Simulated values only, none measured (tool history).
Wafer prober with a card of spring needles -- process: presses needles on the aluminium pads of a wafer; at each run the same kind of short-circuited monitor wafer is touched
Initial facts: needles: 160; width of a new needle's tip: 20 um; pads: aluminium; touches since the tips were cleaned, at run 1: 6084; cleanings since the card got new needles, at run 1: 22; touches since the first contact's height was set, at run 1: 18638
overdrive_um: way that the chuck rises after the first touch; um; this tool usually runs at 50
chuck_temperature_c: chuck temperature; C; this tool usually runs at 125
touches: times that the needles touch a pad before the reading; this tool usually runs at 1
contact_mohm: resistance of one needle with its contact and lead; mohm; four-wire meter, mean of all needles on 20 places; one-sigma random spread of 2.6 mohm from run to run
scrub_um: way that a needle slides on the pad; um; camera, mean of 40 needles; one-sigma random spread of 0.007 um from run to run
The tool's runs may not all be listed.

run,hour,overdrive_um,chuck_temperature_c,touches,touches since the tips were cleaned,cleanings since the card got new needles,touches since the first contact's height was set,contact_mohm,scrub_um
1,0,50,125,1,6084,22,18638,386,9.771
# hour 6.4: tips cleaned on abrasive film
2,10.2,56,125,1,1549,23,22720,334,10.952
3,20.4,56,125,1,5691,23,26862,372,10.931
4,26.8,56,125,1,8256,23,29427,380,10.943
# hour 28: tips cleaned on abrasive film
5,36.3,50,108,1,3363,24,33236,368,9.75
6,46.1,50,108,1,7322,24,37195,393,9.756
# hour 49.2: tips cleaned on abrasive film
7,56.9,50,108,1,3122,25,41538,368,9.725
8,69.1,50,108,1,8050,25,46466,395,9.735
# hour 70.3: tips cleaned on abrasive film
9,81,50,108,1,4319,26,51264,383,9.712
10,88.2,50,125,1,7233,26,54178,398,9.711
# hour 91.5: tips cleaned on abrasive film
11,98.4,50,125,1,2820,27,58276,367,9.699
12,109.1,50,125,1,7133,27,62589,394,9.692
# hour 111.8: height of the first contact set anew
# hour 112.6: tips cleaned on abrasive film
13,116.9,50,125,2,1733,28,2001,324,9.788
14,123,50,125,2,4218,28,4486,352,9.795
15,132.9,50,125,2,8237,28,8505,357,9.781
# hour 133.7: tips cleaned on abrasive film
16,139.6,57,108,1,2381,29,11161,336,11.155
17,153.6,57,108,1,8040,29,16820,372,11.168
# hour 154.9: tips cleaned on abrasive film
18,164.8,65,125,1,4036,30,21335,343,12.711
19,174.2,66,47,1,7836,30,25135,341,12.906
# hour 176.1: tips cleaned on abrasive film
20,188.6,66,34,1,5061,31,30930,335,12.904
# hour 197.4: tips cleaned on abrasive film
21,199.5,31,33,1,834,32,35285,369,6.005
22,210.4,38,33,1,5233,32,39684,439,7.377
# hour 218.9: tips cleaned on abrasive film
23,224.9,38,33,2,2436,33,45515,348,7.36
24,234,38,33,2,6124,33,49203,383,7.355
# hour 239.7: tips cleaned on abrasive film
25,243.4,38,33,2,1475,34,52954,324,7.347
26,249.5,58,70,2,3954,34,55433,325,11.261
# hour 260.7: tips cleaned on abrasive film
27,262.4,50,44,2,677,35,60620,295,9.683
# hour 269.4: height of the first contact set anew
28,272,50,125,1,4446,35,1043,375,9.818
# hour 282.4: tips cleaned on abrasive film
29,284,50,125,1,639,36,5854,329,9.792
30,290.6,50,125,1,3296,36,8511,363,9.798

3 options for the next run, each taken on its own from the tool as it stands now. Forecast them:
A,301.1,50,54,1,7551,36,12766,?,?
B,301.1,50,125,2,7551,36,12766,?,?
C,301.1,50,74,1,7551,36,12766,?,?

run,contact_mohm,scrub_um
A,384,9.795
B,358,9.769
C,391,9.796
With no hidden state in the tool, these same runs would have given:
run,contact_mohm,scrub_um
A,279,9.811
B,301,9.785
C,288,9.812
